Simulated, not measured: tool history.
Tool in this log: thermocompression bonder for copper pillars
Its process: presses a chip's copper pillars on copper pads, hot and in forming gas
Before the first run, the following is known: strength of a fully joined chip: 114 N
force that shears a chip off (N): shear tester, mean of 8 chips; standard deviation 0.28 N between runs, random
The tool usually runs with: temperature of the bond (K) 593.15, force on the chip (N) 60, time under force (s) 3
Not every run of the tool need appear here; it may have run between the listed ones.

| run | hour | temperature of the bond (K) | force on the chip (N) | time under force (s) | force that shears a chip off (N) |
|---|---|---|---|---|---|
| 1 | 0.0 | 593.15 | 60 | 3 | 65.4 |
| 2 | 42.4 | 593.15 | 44 | 3 | 48.0 |
| 3 | 92.3 | 593.15 | 44 | 3 | 51.6 |
| 4 | 131.2 | 593.15 | 60 | 3 | 69.4 |
| 5 | 194.4 | 593.15 | 60 | 3 | 68.8 |
| 6 | 252.0 | 593.15 | 60 | 3 | 68.2 |
| 7 | 300.0 | 593.15 | 60 | 3 | 67.7 |
| 8 | 351.2 | 593.15 | 60 | 3 | 67.0 |
| 9 | 409.2 | 593.15 | 84 | 3 | 85.2 |
| 10 | 476.4 | 593.15 | 63 | 3 | 73.2 |
| 11 | 513.1 | 593.15 | 60 | 3 | 70.2 |
| 12 | 564.1 | 593.15 | 60 | 3 | 69.4 |
| 13 | 602.0 | 593.15 | 60 | 3 | 68.5 |
| 14 | 642.7 | 593.15 | 60 | 3 | 68.4 |
| 15 | 678.9 | 593.15 | 60 | 3 | 68.2 |
| 16 | 713.4 | 593.15 | 60 | 3 | 67.6 |
| 17 | 784.9 | 586.15 | 60 | 3 | 63.0 |
| 18 | 843.1 | 586.15 | 60 | 3 | 63.1 |
| 19 | 895.2 | 593.15 | 79 | 3 | 86.7 |
| 20 | 961.0 | 593.15 | 60 | 3 | 69.6 |
| 21 | 1036.5 | 595.15 | 60 | 3 | 69.8 |
| 22 | 1092.2 | 595.15 | 69 | 6 | 89.9 |
| 23 | 1164.9 | 611.15 | 37 | 6 | 61.4 |
| 24 | 1222.8 | 582.15 | 60 | 8 | 80.4 |
| 25 | 1274.2 | 576.15 | 83 | 7 | 97.0 |
| 26 | 1342.8 | 569.15 | 83 | 2 | 68.2 |
| 27 | 1376.9 | 593.15 | 60 | 6 | 83.6 |
| 28 | 1409.1 | 593.15 | 51 | 2 | 52.1 |
| 29 | 1472.1 | 593.15 | 51 | 2 | 51.5 |
| 30 | 1540.8 | 612.15 | 60 | 8 | 94.1 |
| 31 | 1613.4 | 612.15 | 60 | 8 | 93.6 |
| 32 | 1675.3 | 612.15 | 60 | 8 | 98.9 |
| 33 | 1747.1 | 595.15 | 72 | 3 | 82.2 |
| 34 | 1796.1 | 605.15 | 61 | 2 | 68.1 |
| 35 | 1854.3 | 603.15 | 61 | 3 | 71.4 |
| 36 | 1921.1 | 608.15 | 61 | 7 | 88.8 |
| 37 | 1997.0 | 608.15 | 61 | 7 | 88.0 |
| 38 | 2037.8 | 608.15 | 61 | 7 | 93.4 |
| 39 | 2078.0 | 608.15 | 61 | 7 | 92.7 |
| 40 | 2126.2 | 608.15 | 61 | 7 | 91.3 |

Removed from this log: 7 entries logged between the listed runs. Between which two listed runs does each belong, and how does the tool's hidden state at the listed run before it compare with that at the listed run after it?
From run 2 to run 3: forming gas filter changed (hour 57.6)
  true temperature of the bond over the reading, C: 1.1 -> 1.3; force that reaches the chip, % of what is set: 99.2 -> 99.1; oxide that the forming gas leaves, % of the face: 7.85 -> 1.11
  the result without the hidden state subtracted from the measured one, force that shears a chip off (N): -3.7 -> -0.1
From run 9 to run 10: forming gas filter changed (hour 451.9)
  true temperature of the bond over the reading, C: 2.5 -> 2.8; force that reaches the chip, % of what is set: 98.4 -> 98.2; oxide that the forming gas leaves, % of the face: 6.39 -> 0.98
  the result without the hidden state subtracted from the measured one, force that shears a chip off (N): -5.0 -> +0.0
From run 18 to run 19: forming gas filter changed (hour 849.5)
  true temperature of the bond over the reading, C: 4.2 -> 4.4; force that reaches the chip, % of what is set: 97.4 -> 97.3; oxide that the forming gas leaves, % of the face: 6.91 -> 1.33
  the result without the hidden state subtracted from the measured one, force that shears a chip off (N): -3.6 -> +0.0
From run 24 to run 25: forming gas filter changed (hour 1244.7)
  true temperature of the bond over the reading, C: 5.6 -> 5.8; force that reaches the chip, % of what is set: 96.6 -> 96.4; oxide that the forming gas leaves, % of the face: 6.68 -> 1.09
  the result without the hidden state subtracted from the measured one, force that shears a chip off (N): -4.3 -> +0.3
From run 31 to run 32: forming gas filter changed (hour 1641.4)
  true temperature of the bond over the reading, C: 7.1 -> 7.4; force that reaches the chip, % of what is set: 95.7 -> 95.5; oxide that the forming gas leaves, % of the face: 6.4 -> 1.13
  the result without the hidden state subtracted from the measured one, force that shears a chip off (N): -5.3 -> +0.1
From run 34 to run 35: heater calibrated with a thermocouple chip (hour 1816.4)
  true temperature of the bond over the reading, C: 7.8 -> 0.3; force that reaches the chip, % of what is set: 95.3 -> 95.1; oxide that the forming gas leaves, % of the face: 3.21 -> 4.03
  the result without the hidden state subtracted from the measured one, force that shears a chip off (N): -0.8 -> -5.6
From run 37 to run 38: forming gas filter changed (hour 2037.8)
  true temperature of the bond over the reading, C: 0.8 -> 0.9; force that reaches the chip, % of what is set: 94.8 -> 94.7; oxide that the forming gas leaves, % of the face: 6.34 -> 0.65
  the result without the hidden state subtracted from the measured one, force that shears a chip off (N): -8.0 -> -2.5

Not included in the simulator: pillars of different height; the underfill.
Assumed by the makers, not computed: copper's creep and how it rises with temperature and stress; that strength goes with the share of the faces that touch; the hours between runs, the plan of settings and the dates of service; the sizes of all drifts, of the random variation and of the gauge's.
